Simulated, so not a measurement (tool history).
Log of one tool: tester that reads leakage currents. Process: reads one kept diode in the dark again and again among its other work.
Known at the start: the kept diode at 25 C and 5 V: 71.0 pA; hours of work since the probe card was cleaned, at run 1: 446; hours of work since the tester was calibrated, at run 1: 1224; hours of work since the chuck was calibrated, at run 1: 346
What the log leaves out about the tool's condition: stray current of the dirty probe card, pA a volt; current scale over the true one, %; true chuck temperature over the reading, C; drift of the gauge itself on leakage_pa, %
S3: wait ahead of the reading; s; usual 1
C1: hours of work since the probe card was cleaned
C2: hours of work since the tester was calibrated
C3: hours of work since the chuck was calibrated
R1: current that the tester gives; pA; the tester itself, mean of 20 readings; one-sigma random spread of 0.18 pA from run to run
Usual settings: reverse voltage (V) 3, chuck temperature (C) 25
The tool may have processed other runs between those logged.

Run 1, hour 0: usual settings; C1 446; C2 1224; C3 346. Result: R1 57.08 pA.
Run 2, hour 42.2: usual settings; C1 477; C2 1254; C3 377. Result: R1 57.26 pA.
Run 3, hour 71.1: usual settings but chuck temperature (C) 38; C1 498; C2 1276; C3 398. Result: R1 191.68 pA.
Run 4, hour 107: usual settings but reverse voltage (V) 1.45; C1 524; C2 1302; C3 425. Result: R1 41.17 pA.
Run 5, hour 142.8: usual settings but reverse voltage (V) 17.44; C1 550; C2 1328; C3 451. Result: R1 127.57 pA.
Run 6, hour 176.4: usual settings but reverse voltage (V) 17.44, S3 1.05 s; C1 575; C2 1353; C3 476. Result: R1 128.52 pA.
Run 7, hour 210.5: usual settings but reverse voltage (V) 17.44, S3 1.05 s; C1 600; C2 1378; C3 501. Result: R1 128.16 pA.
Run 8, hour 229.8: usual settings but reverse voltage (V) 17.44, S3 1.05 s; C1 614; C2 1392; C3 515. Result: R1 127.65 pA.
Run 9, hour 269.7: usual settings but reverse voltage (V) 17.44, S3 1.05 s; C1 643; C2 1421; C3 544. Result: R1 128 pA.
At hour 285.1: chuck's temperature calibrated.
Run 10, hour 307.6: usual settings; C1 670; C2 1448; C3 16. Result: R1 56.99 pA.
Run 11, hour 337.9: usual settings; C1 692; C2 1470; C3 39. Result: R1 57.11 pA.
Run 12, hour 355.8: usual settings; C1 705; C2 1483; C3 52. Result: R1 57.3 pA.
Run 13, hour 376: usual settings; C1 720; C2 1498; C3 67. Result: R1 56.76 pA.
Run 14, hour 401.3: usual settings but chuck temperature (C) 51; C1 738; C2 1516; C3 85. Result: R1 582.47 pA.
Run 15, hour 422.2: usual settings but reverse voltage (V) 7.85, chuck temperature (C) 23, S3 7.26 s; C1 754; C2 1532; C3 101. Result: R1 71.56 pA.
Run 16, hour 451.8: usual settings but reverse voltage (V) 6.79, chuck temperature (C) 20, S3 0.31 s; C1 775; C2 1553; C3 122. Result: R1 53.9 pA.
Run 17, hour 489.1: usual settings but reverse voltage (V) 1.64, chuck temperature (C) 37, S3 0.51 s; C1 803; C2 1581; C3 150. Result: R1 133.45 pA.
Run 18, hour 530.8: usual settings but reverse voltage (V) 1.64, chuck temperature (C) 37, S3 0.51 s; C1 833; C2 1611; C3 180. Result: R1 134.12 pA.
Run 19, hour 555.7: usual settings but reverse voltage (V) 7.33, chuck temperature (C) 37, S3 8.29 s; C1 852; C2 1630; C3 198. Result: R1 259.55 pA.
Run 20, hour 588.8: usual settings but reverse voltage (V) 12.21, chuck temperature (C) 26, S3 0.64 s; C1 876; C2 1654; C3 223. Result: R1 120.49 pA.
Run 21, hour 614: usual settings but reverse voltage (V) 1.58, chuck temperature (C) 59, S3 1.23 s; C1 894; C2 1672; C3 241. Result: R1 835.01 pA.
Run 22, hour 640.7: usual settings but reverse voltage (V) 1.58, chuck temperature (C) 31, S3 0.42 s; C1 914; C2 1692; C3 261. Result: R1 75.85 pA.
Run 23, hour 683.1: usual settings but reverse voltage (V) 1.58, chuck temperature (C) 31, S3 0.42 s; C1 945; C2 1723; C3 292. Result: R1 76.11 pA.
Run 24, hour 719.6: usual settings but reverse voltage (V) 1.58, chuck temperature (C) 31, S3 0.42 s; C1 972; C2 1750; C3 319. Result: R1 75.48 pA.
Run 25, hour 738.2: usual settings but reverse voltage (V) 1.58, chuck temperature (C) 31, S3 0.42 s; C1 985; C2 1763; C3 332. Result: R1 76.05 pA.
Run 26, hour 757.6: usual settings but reverse voltage (V) 6.46, chuck temperature (C) 36; C1 1000; C2 1778; C3 346. Result: R1 226.2 pA.

The same runs without the tool's hidden state, with the same run-to-run variation:
run      R1
  1   57.05
  2   57.22
  3  191.58
  4   41.15
  5  127.48
  6  128.42
  7  128.05
  8  127.54
  9  127.89
 10   56.98
 11    57.1
 12   57.29
 13   56.75
 14  582.42
 15   71.54
 16   53.88
 17  133.42
 18  134.09
 19  259.47
 20  120.43
 21   834.8
 22   75.82
 23   76.08
 24   75.45
 25   76.01
 26  226.09

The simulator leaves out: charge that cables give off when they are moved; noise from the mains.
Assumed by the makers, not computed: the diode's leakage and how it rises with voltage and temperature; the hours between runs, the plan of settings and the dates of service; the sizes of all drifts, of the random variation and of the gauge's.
